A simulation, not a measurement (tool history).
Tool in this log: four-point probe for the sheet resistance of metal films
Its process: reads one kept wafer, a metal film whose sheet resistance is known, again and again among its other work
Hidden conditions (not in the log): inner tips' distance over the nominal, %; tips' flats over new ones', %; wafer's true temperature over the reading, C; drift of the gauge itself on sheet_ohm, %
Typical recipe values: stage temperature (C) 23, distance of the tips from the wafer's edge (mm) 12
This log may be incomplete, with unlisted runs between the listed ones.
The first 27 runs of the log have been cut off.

| run | hour | stage temperature (C) | distance of the tips from the wafer's edge (mm) | touches since the probe head was changed | hours of work since the stage's thermometer was calibrated | sheet resistance as the instrument gives it (ohm/square) |
|---|---|---|---|---|---|---|
| 28 | 517.9 | 27 | 50 | 11283 | 532 | 8.13623 |
| 29 | 537.9 | 27 | 50 | 12108 | 543 | 8.138577 |
| 30 | 559.8 | 22 | 31 | 13011 | 555 | 8.103823 |
| 31 | 583.9 | 18 | 17 | 14008 | 569 | 8.088555 |
| 32 | 603.7 | 22 | 6 | 14824 | 580 | 8.220025 |
| 33 | 619.6 | 22 | 6 | 15476 | 589 | 8.222668 |
| 34 | 644.6 | 28 | 55 | 16508 | 603 | 8.147436 |
| 35 | 659.5 | 23 | 8 | 17124 | 612 | 8.175818 |
| 36 | 679.5 | 23 | 8 | 17947 | 623 | 8.178911 |
| 37 | 691.1 | 24 | 63 | 18426 | 629 | 8.118208 |
| 38 | 713.7 | 30 | 4 | 19358 | 642 | 8.424948 |
| 39 | 737.5 | 23 | 15 | 20341 | 656 | 8.128974 |
| 40 | 749.1 | 18 | 54 | 20818 | 662 | 8.074627 |

Run 41, settings as shown, results not yet in. Your forecast:
| 41 | 766.4 | 18 | 54 | 21532 | 672 | ? |

Run 41 came out at sheet resistance as the instrument gives it (ohm/square) 8.072859.
With no hidden state in the tool, this same run would have given sheet resistance as the instrument gives it (ohm/square) 8.071512.
